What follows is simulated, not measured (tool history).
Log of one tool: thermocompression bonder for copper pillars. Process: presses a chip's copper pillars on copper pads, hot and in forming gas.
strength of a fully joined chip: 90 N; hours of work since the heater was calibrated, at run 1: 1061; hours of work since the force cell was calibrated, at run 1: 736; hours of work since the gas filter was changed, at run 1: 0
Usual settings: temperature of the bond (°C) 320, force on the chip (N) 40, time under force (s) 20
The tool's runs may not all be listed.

run,day,temperature of the bond (°C),force on the chip (N),time under force (s),hours of work since the heater was calibrated,hours of work since the force cell was calibrated,hours of work since the gas filter was changed,force that shears a chip off (N)
1,0.000,320,40,20,1061,736,0,67.3
2,0.754,300,40,20,1073,748,12,56.9
3,1.333,320,40,20,1083,758,22,66.6
4,2.000,320,40,20,1094,769,33,66.6
5,2.688,320,40,20,1105,780,44,66.5
6,3.396,320,40,20,1117,792,56,66.5
7,4.254,320,40,20,1131,806,70,66.7
8,4.912,320,40,19,1142,817,81,65.6
9,6.050,320,40,19,1161,836,100,65.7
10,7.208,317,40,20,1180,855,119,64.8
11,8.204,317,40,20,1196,871,136,64.6
12,9.308,320,36,20,1214,890,154,63.1
13,10.012,320,36,20,1226,901,165,62.6
14,10.696,320,34,20,1237,913,177,61.7
15,11.800,320,40,20,1256,931,195,65.3
16,12.483,320,32,20,1267,942,206,59.2
17,13.075,320,32,20,1277,952,216,59.5
18,13.579,320,32,20,1285,960,224,59.3
19,14.404,292,40,20,1299,974,238,52.0
20,14.904,292,40,20,1307,982,246,52.0
21,15.838,323,40,33,1322,998,262,72.7
22,16.971,295,39,58,1341,1016,280,68.2
23,17.950,295,39,58,1357,1032,297,68.3
24,18.621,295,49,15,1368,1044,308,53.6
25,19.317,295,49,15,1380,1055,319,53.0
26,20.338,320,56,20,1397,1072,336,71.1
27,20.950,312,38,38,1407,1082,346,68.3
28,21.958,301,45,58,1423,1099,363,72.0
29,22.471,293,25,28,1432,1107,371,45.1
30,23.417,320,34,20,1447,1123,387,59.4
31,24.175,320,34,20,1460,1135,399,59.8
32,25.067,345,35,20,1475,1150,414,69.2
33,25.771,319,25,14,1486,1162,426,45.6
# day 26.062: forming gas filter changed
34,26.317,320,40,44,1495,1170,4,79.3
35,27.250,331,40,51,1510,1186,20,83.6
36,27.929,319,42,11,1522,1197,31,59.7
37,28.529,298,49,11,1532,1207,41,53.7
# day 28.675: heater calibrated with a thermocouple chip
38,29.267,292,40,32,10,1218,52,58.7
39,29.992,312,40,32,22,1230,64,68.0
40,30.821,312,40,32,35,1243,77,67.9

4 ways to go on from here, each from the tool as it stands after run 40. What would each give?
A,31.929,316,28,20,54,1262,96,?
B,31.929,309,36,20,54,1262,96,?
C,31.929,298,38,20,54,1262,96,?
D,31.929,320,50,20,54,1262,96,?

run,force that shears a chip off (N)
A,52.9
B,56.1
C,52.6
D,70.3
Without the tool's hidden state the same runs would have given:
run,force that shears a chip off (N)
A,51.7
B,55.0
C,51.4
D,69.6
